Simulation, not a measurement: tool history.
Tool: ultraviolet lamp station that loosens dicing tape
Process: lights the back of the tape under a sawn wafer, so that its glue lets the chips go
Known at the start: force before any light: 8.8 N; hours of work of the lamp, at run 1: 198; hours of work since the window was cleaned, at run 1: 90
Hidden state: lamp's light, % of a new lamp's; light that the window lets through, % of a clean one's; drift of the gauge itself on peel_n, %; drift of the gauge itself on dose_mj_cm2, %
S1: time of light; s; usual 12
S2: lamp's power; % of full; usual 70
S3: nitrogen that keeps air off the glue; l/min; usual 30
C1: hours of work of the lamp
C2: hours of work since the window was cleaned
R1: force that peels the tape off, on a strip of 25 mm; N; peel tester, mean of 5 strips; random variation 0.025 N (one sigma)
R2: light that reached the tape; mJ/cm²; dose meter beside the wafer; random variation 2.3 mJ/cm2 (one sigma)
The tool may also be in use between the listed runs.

run   hour  S1  S2  S3   C1   C2     R1   R2
  1      0  12  70  30  198   90  1.646  187
  2   16.4  12  70  30  209  101   1.72  190
  3   34.1  12  70  50  221  113  1.423  185
  4   48.4  12  70  45  231  123  1.577  186
  5   69.4  12  86  45  246  138  1.085  222
  6   97.2  12  86  45  265  157  1.155  222
  7  114.7  12  86  45  277  169  1.109  215
  8  132.4  12  86  14  289  181   1.83  215
  9  161.2  12  70  30  309  201  1.936  169
 10  181.1  12  70  15  322  214  2.503  167
 11    194  12  71  15  331  223  2.525  167
 12    208  12  71  15  341  233  2.563  170
 13  229.8  12  71  15  356  248  2.522  166
 14  244.1  12  71  15  366  258  2.586  158
 15  260.5  12  71  15  377  269  2.659  161
 16    280  19  71  15  390  282  1.407  249
     301.1  -- window cleaned of glue's vapour
 17  307.7  19  71  12  409    5  1.981  211
 18  320.8  16  97  17  418   13  1.401  247
     343.3  -- window cleaned of glue's vapour, once more
 19  343.3  16  97  17  433    0   0.79  325
 20  369.9  12  70   9  451   18   2.86  175
 21  388.7   7  68  24  464   31  3.976  100
 22  402.7  12  63  34  474   41  2.137  153
 23  417.5   8  69  58  484   51  2.811  109
 24    438  19  86  23  498   65  0.683  321
 25  452.9  11  62  15  508   75  3.148  127
 26  472.2  16  72  30  522   88  1.263  222
 27  500.2   7  66  30  541  108   3.89   87
 28  527.4  12  70  38  560  126  1.993  155

3 ways to go on from here, each from the tool as it stands after run 28. What would each give?
  A   546  12  63  30  572  139   ?   ?
  B   546  20  75  14  572  139   ?   ?
  C   546  12  68  38  572  139   ?   ?

run     R1   R2
  A  2.547  136
  B  1.316  269
  C  2.157  146
Without the tool's hidden state the same runs would have given:
run     R1   R2
  A  1.431  205
  B  0.605  404
  C  1.138  220
